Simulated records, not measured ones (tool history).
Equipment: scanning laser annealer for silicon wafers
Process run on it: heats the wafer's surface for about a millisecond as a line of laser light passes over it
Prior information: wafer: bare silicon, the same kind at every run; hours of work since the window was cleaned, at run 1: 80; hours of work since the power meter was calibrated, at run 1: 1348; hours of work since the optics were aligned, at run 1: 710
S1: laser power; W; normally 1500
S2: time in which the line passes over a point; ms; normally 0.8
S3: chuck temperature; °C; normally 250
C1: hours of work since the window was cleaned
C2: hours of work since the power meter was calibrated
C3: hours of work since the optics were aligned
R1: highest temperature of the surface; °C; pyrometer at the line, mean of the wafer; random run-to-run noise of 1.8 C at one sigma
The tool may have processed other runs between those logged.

run,day,S1,S2,S3,C1,C2,C3,R1
1,0,1500,0.8,250,80,1348,710,962
2,3.729,1639,0.8,250,116,1384,746,1032
3,6.792,1598,0.8,250,146,1414,776,1012
4,9.512,1598,0.8,250,173,1441,803,1010
5,12.683,1598,0.8,250,204,1472,833,1007
6,15.383,1500,0.8,247,230,1498,860,954
7,19.183,1500,0.8,250,267,1535,897,956
8,21.325,1500,0.8,246,288,1556,918,951
9,23.375,1500,0.8,233,308,1576,938,936
10,26.362,1500,0.8,233,337,1605,967,933
11,28.35,1500,0.8,233,356,1624,986,935
12,32.05,1500,0.8,250,392,1660,1022,949
13,34.879,1500,0.8,250,420,1688,1050,950
14,37.179,1500,0.8,250,442,1710,1072,948
15,40.033,1492,0.8,250,470,1738,1100,941
16,43.792,1492,0.8,250,507,1774,1136,939
17,46.433,1492,0.8,250,532,1800,1162,942
18,48.629,1492,0.8,250,554,1821,1183,938
# day 52.242: optics aligned, line set to its width
19,52.25,1500,0.97,250,587,1855,0,1026
20,55.058,1500,0.8,216,614,1882,27,919
21,57.45,1500,0.8,250,637,1905,51,950
22,59.454,1395,0.927,250,657,1925,70,946
23,61.533,1577,0.8,226,677,1945,90,964
24,65.192,1500,0.619,234,713,1981,126,843
25,66.983,1500,0.619,237,730,1998,143,847
26,70.358,1500,0.619,237,763,2031,176,843
27,73.592,1500,0.8,211,795,2062,208,905
28,75.754,1500,0.692,233,816,2084,229,876
29,78.558,1383,0.862,250,843,2111,256,906
30,80.754,1500,0.781,272,864,2132,278,952
# day 82.962: window over the wafer cleaned
31,83.112,1500,0.781,222,1,2154,300,931
32,86.046,1500,0.781,222,30,2183,328,933
33,88.712,1500,0.709,266,56,2209,354,941
34,91.917,1495,0.933,288,87,2240,385,1060
35,94.379,1442,0.631,250,111,2264,409,852
36,96.804,1548,0.8,228,135,2288,433,966
37,98.538,1500,0.857,250,152,2304,450,988
38,101.938,1465,0.598,235,185,2338,483,828
39,105.471,1345,0.758,282,219,2372,517,896
40,107.142,1507,0.758,249,235,2388,534,941
41,109.571,1365,0.675,280,259,2412,557,865
42,111.5,1369,0.822,280,278,2431,576,930

Each row is a separate what-if for the run after 42, all from the same tool condition, not one after another. Results?
A,114.012,1287,0.822,280,302,2455,600,?
B,114.012,1326,0.88,227,302,2455,600,?
C,114.012,1500,0.8,237,302,2455,600,?

run,R1
A,886
B,876
C,945
Take away the tool's hidden state, keep each run's random variation, and the runs would have read:
run,R1
A,902
B,894
C,964
